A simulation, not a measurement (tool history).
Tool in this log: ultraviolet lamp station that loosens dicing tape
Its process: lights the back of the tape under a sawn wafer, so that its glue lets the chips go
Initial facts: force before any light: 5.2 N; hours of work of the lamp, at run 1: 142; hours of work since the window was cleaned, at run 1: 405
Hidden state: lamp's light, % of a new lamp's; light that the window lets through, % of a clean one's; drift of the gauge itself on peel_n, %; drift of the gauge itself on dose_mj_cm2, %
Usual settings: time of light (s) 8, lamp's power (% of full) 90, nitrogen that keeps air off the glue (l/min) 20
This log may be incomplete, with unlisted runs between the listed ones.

| run | hour | time of light (s) | lamp's power (% of full) | nitrogen that keeps air off the glue (l/min) | hours of work of the lamp | hours of work since the window was cleaned | force that peels the tape off (N) | light that reached the tape (mJ/cm2) |
|---|---|---|---|---|---|---|---|---|
| 1 | 0 | 8 | 90 | 20 | 142 | 405 | 0.68 | 343 |
| 2 | 8.6 | 8 | 90 | 20 | 148 | 412 | 0.691 | 342 |
| 3 | 16.7 | 7 | 90 | 20 | 154 | 418 | 0.823 | 301 |
| 4 | 23.1 | 7 | 90 | 20 | 159 | 422 | 0.846 | 292 |
| 5 | 33.8 | 8 | 90 | 20 | 167 | 430 | 0.677 | 337 |
| 6 | 45.5 | 7 | 90 | 20 | 175 | 439 | 0.846 | 292 |
| 7 | 53.4 | 7 | 90 | 20 | 181 | 445 | 0.851 | 293 |
| 8 | 62.6 | 8 | 90 | 20 | 188 | 452 | 0.694 | 334 |
| 9 | 68.2 | 8 | 90 | 20 | 192 | 456 | 0.706 | 334 |
| 10 | 76 | 8 | 90 | 20 | 198 | 461 | 0.73 | 333 |
| 11 | 82.2 | 8 | 90 | 8 | 202 | 466 | 1.126 | 332 |
| 12 | 87.5 | 11 | 90 | 20 | 206 | 470 | 0.43 | 453 |
| 13 | 97.4 | 11 | 90 | 20 | 214 | 477 | 0.441 | 445 |
| 14 | 109.7 | 11 | 90 | 20 | 223 | 486 | 0.461 | 451 |
| 15 | 120.3 | 11 | 90 | 20 | 230 | 494 | 0.438 | 451 |
| 16 | 128.7 | 11 | 90 | 20 | 237 | 500 | 0.442 | 443 |
| 17 | 136.7 | 10 | 90 | 20 | 243 | 506 | 0.526 | 404 |
| 18 | 142.2 | 4 | 90 | 20 | 247 | 510 | 1.735 | 166 |
| 19 | 149.8 | 8 | 81 | 20 | 252 | 516 | 0.88 | 287 |
| 20 | 158.6 | 8 | 81 | 20 | 259 | 522 | 0.866 | 288 |
| 21 | 169.7 | 8 | 81 | 20 | 267 | 530 | 0.887 | 288 |
| 22 | 175.6 | 11 | 90 | 20 | 271 | 535 | 0.468 | 434 |
| 23 | 181.3 | 11 | 64 | 8 | 275 | 539 | 1.221 | 310 |
| 24 | 187.3 | 6 | 64 | 8 | 280 | 543 | 2.336 | 168 |
| 25 | 199.5 | 6 | 76 | 20 | 289 | 552 | 1.378 | 198 |
| 26 | 212.1 | 6 | 75 | 31 | 298 | 562 | 1.267 | 197 |
| 27 | 218.4 | 13 | 90 | 14 | 303 | 566 | 0.439 | 507 |
| 28 | 231 | 13 | 90 | 14 | 312 | 576 | 0.446 | 506 |
| 29 | 237.5 | 8 | 74 | 6 | 317 | 580 | 1.631 | 252 |
| 30 | 246.8 | 8 | 74 | 6 | 324 | 587 | 1.68 | 252 |
| 31 | 252.7 | 8 | 74 | 6 | 328 | 592 | 1.793 | 250 |
| 32 | 262.3 | 13 | 77 | 27 | 335 | 599 | 0.419 | 419 |
| 33 | 267.5 | 11 | 81 | 11 | 339 | 603 | 0.799 | 377 |
| 34 | 273.5 | 11 | 81 | 11 | 343 | 607 | 0.76 | 375 |
| 35 | 284.8 | 10 | 81 | 36 | 352 | 615 | 0.528 | 340 |
| 36 | 294.7 | 10 | 81 | 36 | 359 | 623 | 0.533 | 339 |
| 37 | 306.7 | 10 | 81 | 36 | 368 | 631 | 0.565 | 337 |
| 38 | 312.8 | 5 | 90 | 9 | 372 | 636 | 2.089 | 189 |
| 39 | 321.6 | 5 | 90 | 9 | 379 | 642 | 2.039 | 185 |
| 40 | 328.6 | 5 | 90 | 9 | 384 | 648 | 2.061 | 183 |
|  | 332.5 | window cleaned of glue's vapour |
| 41 | 335.2 | 8 | 64 | 37 | 388 | 2 | 0.834 | 256 |
| 42 | 345 | 8 | 61 | 20 | 396 | 9 | 1.122 | 246 |
| 43 | 357 | 8 | 64 | 13 | 405 | 18 | 1.315 | 253 |
| 44 | 363 | 8 | 64 | 13 | 409 | 22 | 1.247 | 248 |

What if the next run were any one of these 4? Each begins from the tool's condition after run 44:
| A | 370.7 | 12 | 96 | 7 | 415 | 28 | ? | ? |
| B | 370.7 | 8 | 87 | 33 | 415 | 28 | ? | ? |
| C | 370.7 | 10 | 90 | 12 | 415 | 28 | ? | ? |
| D | 370.7 | 8 | 90 | 23 | 415 | 28 | ? | ? |

| run | force that peels the tape off (N) | light that reached the tape (mJ/cm2) |
|---|---|---|
| A | 0.525 | 564 |
| B | 0.56 | 340 |
| C | 0.581 | 437 |
| D | 0.616 | 355 |
Take away the tool's hidden state, keep each run's random variation, and the runs would have read:
| run | force that peels the tape off (N) | light that reached the tape (mJ/cm2) |
|---|---|---|
| A | 0.431 | 642 |
| B | 0.46 | 387 |
| C | 0.476 | 497 |
| D | 0.503 | 404 |
